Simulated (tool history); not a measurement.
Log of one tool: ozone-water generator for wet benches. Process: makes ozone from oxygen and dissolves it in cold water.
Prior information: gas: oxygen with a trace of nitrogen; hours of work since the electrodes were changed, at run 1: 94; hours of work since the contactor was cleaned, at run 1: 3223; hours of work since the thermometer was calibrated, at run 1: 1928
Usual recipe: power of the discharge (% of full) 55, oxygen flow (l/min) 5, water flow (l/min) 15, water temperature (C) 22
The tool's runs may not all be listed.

run   hour  power of the discharge (% of full)  oxygen flow (l/min)  water flow (l/min)  water temperature (C)  hours of work since the electrodes were changed  hours of work since the contactor was cleaned  hours of work since the thermometer was calibrated  dissolved ozone (ppm)  ozone in the gas ahead of the water (g/m3)
  1      0                                  55                    5                  15                     22                                               94                                           3223                                                1928                   16.7                                       133.1
  2     23                                  55                    5                  15                     22                                              110                                           3239                                                1944                   16.7                                       132.3
  3   61.4                                  55                    5                  15                     22                                              136                                           3265                                                1971                   16.8                                       130.4
  4   83.5                                  55                    5                  15                     22                                              151                                           3280                                                1986                   16.7                                         132
  5  120.2                                  55                    5                  15                     22                                              177                                           3306                                                2011                   16.4                                       133.8
  6  146.3                                  55                    5                  15                     22                                              195                                           3323                                                2029                   16.7                                       132.4
  7  162.1                                  55                    5                  15                     22                                              205                                           3334                                                2040                   16.6                                       134.8
  8  190.6                                  55                    5                  15                     22                                              225                                           3354                                                2059                   16.5                                       130.7
  9  225.6                                  55                    5                  15                     22                                              249                                           3378                                                2083                   16.5                                       133.5
       233  -- contactor cleaned
 10  259.3                                  55                    5                  15                     22                                              269                                             18                                                2104                   16.3                                       132.8
 11  293.6                                  55                    5                  15                     22                                              293                                             42                                                2127                   16.3                                       132.2
     302.4  -- contactor cleaned, once more
 12  335.4                                  55                    5                  15                     15                                              319                                             23                                                2153                   19.1                                       133.8
 13  368.8                                  55                    5                  15                     27                                              342                                             46                                                2176                   15.4                                       131.4
 14    390                                  55                    5                  15                     27                                              356                                             60                                                2190                   15.3                                       131.4
 15  421.3                                  55                    5                  15                     27                                              378                                             82                                                2212                   15.5                                       133.2
 16  457.4                                  47                 2.65                  14                     19                                              403                                            106                                                2237                     18                                       179.5
 17  476.9                                  47                 2.65                  14                     19                                              416                                            120                                                2250                     18                                         180
 18  506.7                                  47                 2.65                  14                     19                                              436                                            140                                                2271                   17.8                                       179.6
 19  540.6                                  47                 2.65                  14                     19                                              460                                            163                                                2294                     18                                       179.5
 20  568.5                                  67                 3.98                  14                     25                                              479                                            183                                                2313                   20.3                                       177.8
 21  586.2                                  67                 3.98                  14                     25                                              491                                            195                                                2325                   20.1                                         178
 22  615.7                                  65                 2.69                  18                     14                                              511                                            215                                                2345                   19.6                                       225.9
 23  631.8                                  98                 4.89                  18                     14                                              522                                            226                                                2356                   25.7                                       205.5
 24  653.9                                  45                 8.77                  15                     22                                              537                                            241                                                2372                   12.7                                        78.1
 25    683                                  55                  6.6                  12                     18                                              557                                            261                                                2392                   19.1                                       108.6
 26  708.5                                  55                  6.6                  20                     15                                              575                                            279                                                2409                   14.8                                       108.7
 27  739.9                                  61                  4.2                  11                     15                                              596                                            300                                                2431                   25.3                                       159.4
 28  775.4                                  55                 8.33                  15                     25                                              621                                            325                                                2455                   13.6                                        92.6
 29  812.8                                  55                 8.33                  15                     25                                              647                                            350                                                2481                   13.7                                        92.8
 30  833.1                                  53                 8.33                  12                     25                                              660                                            364                                                2495                   14.8                                        90.6

Predict each of these 3 candidate next runs independently; none follows another, all start after run 30:
  A  859.2                                  87                 2.73                  12                     22                                              678                                            382                                                2512                      ?                                           ?
  B  859.2                                  57                 4.46                  12                     21                                              678                                            382                                                2512                      ?                                           ?
  C  859.2                                  51                    5                  10                     15                                              678                                            382                                                2512                      ?                                           ?

run  dissolved ozone (ppm)  ozone in the gas ahead of the water (g/m3)
  A                   29.9                                       276.6
  B                   20.3                                       145.9
  C                   22.7                                       123.4
Had the tool no hidden state, the same runs would have come out as:
run  dissolved ozone (ppm)  ozone in the gas ahead of the water (g/m3)
  A                   30.5                                       280.1
  B                   20.6                                       147.2
  C                     23                                       124.4
